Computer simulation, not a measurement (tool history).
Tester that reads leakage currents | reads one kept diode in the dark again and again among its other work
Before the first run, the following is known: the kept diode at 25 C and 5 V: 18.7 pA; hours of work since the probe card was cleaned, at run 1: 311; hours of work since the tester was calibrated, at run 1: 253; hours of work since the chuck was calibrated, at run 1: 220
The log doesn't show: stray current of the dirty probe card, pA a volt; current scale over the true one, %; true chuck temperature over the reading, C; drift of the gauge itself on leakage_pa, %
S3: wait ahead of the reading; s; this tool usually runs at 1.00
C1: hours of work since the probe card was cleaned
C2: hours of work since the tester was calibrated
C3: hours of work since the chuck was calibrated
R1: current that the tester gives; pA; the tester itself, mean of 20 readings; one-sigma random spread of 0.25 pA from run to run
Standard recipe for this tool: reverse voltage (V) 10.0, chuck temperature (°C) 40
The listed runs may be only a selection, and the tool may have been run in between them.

run 1 hour=0.0 | reverse_voltage_(V)=10.0 chuck_temperature_(°C)=40 S3=1.00 | C1=311 C2=253 C3=220 | R1=80.52
run 2 hour=24.8 | reverse_voltage_(V)=10.0 chuck_temperature_(°C)=40 S3=1.00 | C1=328 C2=270 C3=237 | R1=79.98
run 3 hour=49.3 | reverse_voltage_(V)=10.0 chuck_temperature_(°C)=40 S3=5.15 | C1=345 C2=287 C3=254 | R1=78.54
run 4 hour=76.5 | reverse_voltage_(V)=10.0 chuck_temperature_(°C)=40 S3=5.15 | C1=363 C2=305 C3=272 | R1=78.42
run 5 hour=105.5 | reverse_voltage_(V)=10.0 chuck_temperature_(°C)=25 S3=5.15 | C1=383 C2=325 C3=292 | R1=25.20
run 6 hour=134.7 | reverse_voltage_(V)=10.0 chuck_temperature_(°C)=25 S3=5.15 | C1=403 C2=345 C3=312 | R1=25.19
run 7 hour=154.5 | reverse_voltage_(V)=10.0 chuck_temperature_(°C)=25 S3=5.15 | C1=417 C2=359 C3=326 | R1=24.98
-- hour=159.3 tester calibrated
run 8 hour=176.4 | reverse_voltage_(V)=10.0 chuck_temperature_(°C)=25 S3=5.15 | C1=430 C2=12 C3=339 | R1=24.99
run 9 hour=202.9 | reverse_voltage_(V)=10.0 chuck_temperature_(°C)=25 S3=5.15 | C1=449 C2=30 C3=358 | R1=25.06
run 10 hour=220.6 | reverse_voltage_(V)=10.0 chuck_temperature_(°C)=25 S3=5.15 | C1=461 C2=42 C3=370 | R1=25.01
run 11 hour=244.4 | reverse_voltage_(V)=10.0 chuck_temperature_(°C)=25 S3=5.15 | C1=477 C2=58 C3=386 | R1=24.89
run 12 hour=268.8 | reverse_voltage_(V)=10.0 chuck_temperature_(°C)=25 S3=5.15 | C1=494 C2=75 C3=403 | R1=24.98
run 13 hour=289.3 | reverse_voltage_(V)=10.0 chuck_temperature_(°C)=25 S3=5.15 | C1=508 C2=89 C3=417 | R1=25.01
run 14 hour=307.2 | reverse_voltage_(V)=10.0 chuck_temperature_(°C)=25 S3=5.15 | C1=520 C2=101 C3=429 | R1=25.00
run 15 hour=332.2 | reverse_voltage_(V)=10.0 chuck_temperature_(°C)=32 S3=5.15 | C1=537 C2=118 C3=446 | R1=42.46
-- hour=339.2 tester calibrated, once more
run 16 hour=350.8 | reverse_voltage_(V)=10.0 chuck_temperature_(°C)=32 S3=5.15 | C1=549 C2=8 C3=457 | R1=42.58
run 17 hour=379.2 | reverse_voltage_(V)=7.1 chuck_temperature_(°C)=21 S3=4.12 | C1=568 C2=27 C3=477 | R1=15.71
run 18 hour=408.2 | reverse_voltage_(V)=4.7 chuck_temperature_(°C)=21 S3=4.12 | C1=588 C2=47 C3=497 | R1=12.88
run 19 hour=423.1 | reverse_voltage_(V)=4.7 chuck_temperature_(°C)=21 S3=4.12 | C1=598 C2=57 C3=507 | R1=12.79
run 20 hour=451.1 | reverse_voltage_(V)=2.4 chuck_temperature_(°C)=30 S3=1.00 | C1=617 C2=77 C3=526 | R1=19.66
run 21 hour=481.1 | reverse_voltage_(V)=2.4 chuck_temperature_(°C)=30 S3=1.00 | C1=638 C2=97 C3=547 | R1=19.51
run 22 hour=494.8 | reverse_voltage_(V)=4.5 chuck_temperature_(°C)=59 S3=1.00 | C1=647 C2=107 C3=556 | R1=202.47

Describe how what the log doesn't record of the tool's condition differs between the last listed run preceding each entry between runs and the first listed run following it.
Runs 7 to 8: tester calibrated (hour 159.3)
  stray current of the dirty probe card, pA a volt: 0.089 -> 0.091; current scale over the true one, %: 0.1 -> 0.14; true chuck temperature over the reading, C: -0.65 -> -0.67
  measured minus no-state result, R1: -0.58 -> -0.59 pA
Runs 15 to 16: tester calibrated, once more (hour 339.2)
  stray current of the dirty probe card, pA a volt: 0.111 -> 0.113; current scale over the true one, %: 0.2 -> -0.07; true chuck temperature over the reading, C: -0.85 -> -0.87
  measured minus no-state result, R1: -1.82 -> -2.00 pA

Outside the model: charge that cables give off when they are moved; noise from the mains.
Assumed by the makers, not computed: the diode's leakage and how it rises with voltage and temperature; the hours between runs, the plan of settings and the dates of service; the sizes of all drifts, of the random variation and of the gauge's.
